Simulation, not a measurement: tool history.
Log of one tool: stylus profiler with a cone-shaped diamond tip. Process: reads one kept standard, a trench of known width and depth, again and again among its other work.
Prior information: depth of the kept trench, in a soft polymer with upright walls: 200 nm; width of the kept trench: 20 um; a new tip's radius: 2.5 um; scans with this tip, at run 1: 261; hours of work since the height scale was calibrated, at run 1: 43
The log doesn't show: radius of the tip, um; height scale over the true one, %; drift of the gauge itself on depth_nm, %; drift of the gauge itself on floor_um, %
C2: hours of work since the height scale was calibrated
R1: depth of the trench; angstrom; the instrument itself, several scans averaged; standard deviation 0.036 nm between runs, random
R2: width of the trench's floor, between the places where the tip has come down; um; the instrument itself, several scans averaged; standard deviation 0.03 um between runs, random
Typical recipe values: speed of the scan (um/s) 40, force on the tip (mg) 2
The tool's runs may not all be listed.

{"run": 1, "day": 0.0, "speed of the scan (um/s)": 40, "force on the tip (mg)": 2, "scans with this tip": 261, "C2": 43, "R1": 2009.6, "R2": 17.9}
{"run": 2, "day": 0.662, "speed of the scan (um/s)": 40, "force on the tip (mg)": 2, "scans with this tip": 314, "C2": 52, "R1": 2009.8, "R2": 17.87}
{"run": 3, "day": 1.333, "speed of the scan (um/s)": 40, "force on the tip (mg)": 4.3, "scans with this tip": 368, "C2": 61, "R1": 2017, "R2": 17.96}
{"run": 4, "day": 1.729, "speed of the scan (um/s)": 40, "force on the tip (mg)": 2, "scans with this tip": 400, "C2": 66, "R1": 2010, "R2": 17.93}
{"run": 5, "day": 2.417, "speed of the scan (um/s)": 40, "force on the tip (mg)": 2, "scans with this tip": 455, "C2": 75, "R1": 2009.3, "R2": 17.94}
{"run": 6, "day": 3.096, "speed of the scan (um/s)": 13, "force on the tip (mg)": 2, "scans with this tip": 510, "C2": 84, "R1": 2009.1, "R2": 17.95}
{"run": 7, "day": 3.638, "speed of the scan (um/s)": 13, "force on the tip (mg)": 2, "scans with this tip": 553, "C2": 91, "R1": 2010.2, "R2": 17.95}
{"run": 8, "day": 4.112, "speed of the scan (um/s)": 13, "force on the tip (mg)": 2, "scans with this tip": 592, "C2": 97, "R1": 2009.9, "R2": 17.92}
{"run": 9, "day": 4.55, "speed of the scan (um/s)": 135, "force on the tip (mg)": 2, "scans with this tip": 627, "C2": 103, "R1": 2010.3, "R2": 17.56}
{"run": 10, "day": 5.021, "speed of the scan (um/s)": 70, "force on the tip (mg)": 1.42, "scans with this tip": 665, "C2": 110, "R1": 2007.1, "R2": 17.78}
{"run": 11, "day": 5.4, "speed of the scan (um/s)": 119, "force on the tip (mg)": 1.9, "scans with this tip": 695, "C2": 115, "R1": 2008.9, "R2": 17.64}

Consider 4 possible next runs. They are alternatives, not a sequence: every one starts from the tool as it was left by run 11. What does each give?
{"run": "A", "day": 6.033, "speed of the scan (um/s)": 19, "force on the tip (mg)": 0.79, "scans with this tip": 746, "C2": 123, "R1": "?", "R2": "?"}
{"run": "B", "day": 6.033, "speed of the scan (um/s)": 21, "force on the tip (mg)": 1.1, "scans with this tip": 746, "C2": 123, "R1": "?", "R2": "?"}
{"run": "C", "day": 6.033, "speed of the scan (um/s)": 106, "force on the tip (mg)": 1.76, "scans with this tip": 746, "C2": 123, "R1": "?", "R2": "?"}
{"run": "D", "day": 6.033, "speed of the scan (um/s)": 119, "force on the tip (mg)": 1.53, "scans with this tip": 746, "C2": 123, "R1": "?", "R2": "?"}

run=A R1=2005.6 R2=17.93
run=B R1=2006.5 R2=17.94
run=C R1=2009.3 R2=17.63
run=D R1=2008.6 R2=17.59
The same runs, with their run-to-run variation unchanged, on a tool lacking any hidden condition would have given:
run=A R1=2005.6 R2=17.93
run=B R1=2006.5 R2=17.94
run=C R1=2009.3 R2=17.63
run=D R1=2008.6 R2=17.59
